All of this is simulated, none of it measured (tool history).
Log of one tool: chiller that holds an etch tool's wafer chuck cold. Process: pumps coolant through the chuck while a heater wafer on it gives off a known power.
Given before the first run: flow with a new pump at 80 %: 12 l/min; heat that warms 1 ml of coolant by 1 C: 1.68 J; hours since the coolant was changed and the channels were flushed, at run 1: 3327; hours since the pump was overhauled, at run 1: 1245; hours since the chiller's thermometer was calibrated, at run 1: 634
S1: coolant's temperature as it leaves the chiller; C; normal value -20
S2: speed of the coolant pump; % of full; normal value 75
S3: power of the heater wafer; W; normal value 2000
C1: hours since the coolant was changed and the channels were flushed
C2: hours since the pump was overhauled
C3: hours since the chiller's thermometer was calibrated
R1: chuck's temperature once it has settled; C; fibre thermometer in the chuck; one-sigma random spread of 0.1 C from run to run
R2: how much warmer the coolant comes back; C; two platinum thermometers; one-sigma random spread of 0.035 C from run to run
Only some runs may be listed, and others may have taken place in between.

Run 1, hour 0: usual settings; C1 3327; C2 1245; C3 634. Result: R1 -5 C, R2 6.34 C.
Run 2, hour 103.5: usual settings; C1 3431; C2 1348; C3 737. Result: R1 -4.9 C, R2 6.35 C.
Run 3, hour 167.3: usual settings; C1 3494; C2 1412; C3 801. Result: R1 -5.1 C, R2 6.28 C.
Run 4, hour 257.7: usual settings but S3 1910 W; C1 3585; C2 1502; C3 892. Result: R1 -5.7 C, R2 6.1 C.
Run 5, hour 326.5: usual settings; C1 3654; C2 1571; C3 960. Result: R1 -5 C, R2 6.35 C.
Run 6, hour 411.7: usual settings; C1 3739; C2 1656; C3 1046. Result: R1 -5 C, R2 6.34 C.
Run 7, hour 518: usual settings; C1 3845; C2 1763; C3 1152. Result: R1 -5 C, R2 6.45 C.
Run 8, hour 616.8: usual settings; C1 3944; C2 1861; C3 1251. Result: R1 -5.2 C, R2 6.39 C.
Run 9, hour 664.9: usual settings but S3 1229 W; C1 3992; C2 1909; C3 1299. Result: R1 -11 C, R2 4.11 C.
Run 10, hour 721.3: usual settings but S3 1229 W; C1 4048; C2 1966; C3 1355. Result: R1 -10.8 C, R2 4.08 C.
Run 11, hour 829.9: usual settings but S1 -25 C; C1 4157; C2 2074; C3 1464. Result: R1 -10.3 C, R2 6.54 C.
Run 12, hour 923.2: usual settings but S2 61 % of full; C1 4250; C2 2168; C3 1557. Result: R1 -3 C, R2 7.98 C.
Run 13, hour 1005.9: usual settings but S1 -11 C; C1 4333; C2 2250; C3 1640. Result: R1 3.8 C, R2 6.57 C.
Run 14, hour 1072.9: usual settings but S1 -11 C, S3 1097 W; C1 4400; C2 2317; C3 1707. Result: R1 -2.8 C, R2 3.73 C.
Run 15, hour 1150.6: usual settings but S1 -11 C, S3 1097 W; C1 4478; C2 2395; C3 1784. Result: R1 -2.8 C, R2 3.76 C.
Run 16, hour 1214.3: usual settings but S1 -27 C; C1 4541; C2 2459; C3 1848. Result: R1 -12 C, R2 6.61 C.
Run 17, hour 1277.6: usual settings but S2 86 % of full, S3 1163 W; C1 4605; C2 2522; C3 1912. Result: R1 -12 C, R2 3.55 C.
Run 18, hour 1326.8: usual settings but S1 -27 C, S2 79 % of full; C1 4654; C2 2571; C3 1961. Result: R1 -12.5 C, R2 6.36 C.
Run 19, hour 1436.6: usual settings but S3 2295 W; C1 4764; C2 2681; C3 2071. Result: R1 -2.9 C, R2 7.62 C.
Run 20, hour 1488.6: usual settings but S1 -21 C, S2 63 % of full; C1 4816; C2 2733; C3 2122. Result: R1 -4.3 C, R2 7.87 C.

For run 21, what comes out?
Run 21, hour 1533.3: usual settings but S1 -24 C, S2 73 % of full, S3 1665 W; C1 4860; C2 2778; C3 2167. Result: R1 ?, R2 ?.

Run 21 came out at R1 -11.3 C, R2 5.86 C.
Take away the tool's hidden state, keep the run-to-run variation as it was, and the same run would have given R1 -11.3 C, R2 5.46 C.
